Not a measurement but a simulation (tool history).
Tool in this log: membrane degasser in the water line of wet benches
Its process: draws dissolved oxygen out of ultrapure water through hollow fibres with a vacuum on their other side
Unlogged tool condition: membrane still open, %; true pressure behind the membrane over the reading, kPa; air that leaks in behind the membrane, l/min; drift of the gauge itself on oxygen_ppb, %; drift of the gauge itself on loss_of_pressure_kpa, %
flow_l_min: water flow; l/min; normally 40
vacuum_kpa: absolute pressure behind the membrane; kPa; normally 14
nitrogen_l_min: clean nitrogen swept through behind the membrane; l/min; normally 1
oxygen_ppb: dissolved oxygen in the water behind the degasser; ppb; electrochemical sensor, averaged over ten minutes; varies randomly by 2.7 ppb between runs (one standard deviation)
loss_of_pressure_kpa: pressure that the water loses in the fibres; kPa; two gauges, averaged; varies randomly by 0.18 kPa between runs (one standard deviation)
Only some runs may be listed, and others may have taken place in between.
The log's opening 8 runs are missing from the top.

run,hour,flow_l_min,vacuum_kpa,nitrogen_l_min,hours since the membrane was changed,hours since the vacuum gauge was calibrated,hours since the vacuum lines were made tight,oxygen_ppb,loss_of_pressure_kpa
9,1230.1,40,14,1,2211,2501,1963,848.3,34.31
10,1365.9,40,14,1,2347,2637,2099,850,34.13
11,1463.3,40,14,1,2445,2735,2197,849.8,33.92
12,1582.9,40,14,1,2564,2854,2316,847.2,34.44
13,1789.9,40,14,1,2771,3061,2523,847.9,34.03
# hour 1812: vacuum gauge calibrated
14,1946.8,40,14,1,2928,135,2680,848.8,34.08
15,2089,40,14,1,3070,277,2822,853.4,34.32
# hour 2225.8: vacuum gauge calibrated, once more
16,2244.1,40,14,1,3224,18,2976,841.2,34.17
17,2334,40,14,1,3314,108,3066,841.9,34.33
18,2445,40,14,1,3425,219,3177,841.5,34.13
19,2552.5,40,14,1,3533,327,3285,843.9,34.76
20,2667.6,31,20.4,1.01,3648,442,3400,1018.4,26.47
21,2796,31,20.4,1.01,3776,570,3528,1015.4,26.71
22,2890.3,40,22.6,1,3871,664,3623,1379.7,34.56
23,3005.6,40,14.4,1,3986,780,3738,870.9,34.42
24,3182.5,40,14,2.77,4163,957,3915,400.2,34.5
25,3309,37,14,2.95,4289,1083,4041,349,32.27
26,3478.6,61,13.8,0.77,4459,1253,4211,1361.6,53.15
27,3588.7,40,9,2.93,4569,1363,4321,233.8,34.81
28,3781.3,60,14,1,4762,1555,4514,1180.9,52.24
29,3932.1,31,14,1,4912,1706,4665,684.6,27.19
30,4142.9,31,12.3,1,5123,1917,4875,588.1,27.29
31,4320.5,48,19.6,2.91,5301,2095,5053,656.7,41.9
32,4478.1,48,19.6,2.91,5458,2252,5211,660.1,41.46
33,4583.8,58,28.7,0.41,5564,2358,5316,3507.4,50.78

3 ways to go on from here, each from the tool as it stands after run 33. What would each give?
A,4797.8,40,14,0.44,5778,2572,5530,?,?
B,4797.8,58,16.1,1,5778,2572,5530,?,?
C,4797.8,58,28.7,0.43,5778,2572,5530,?,?

run,oxygen_ppb,loss_of_pressure_kpa
A,1426.9,35.46
B,1327.2,50.66
C,3430.3,50.5
Stripped of hidden state, with their random variation kept, the same runs would have yielded:
run,oxygen_ppb,loss_of_pressure_kpa
A,1422.4,34.04
B,1307.8,48.61
C,3435,48.46
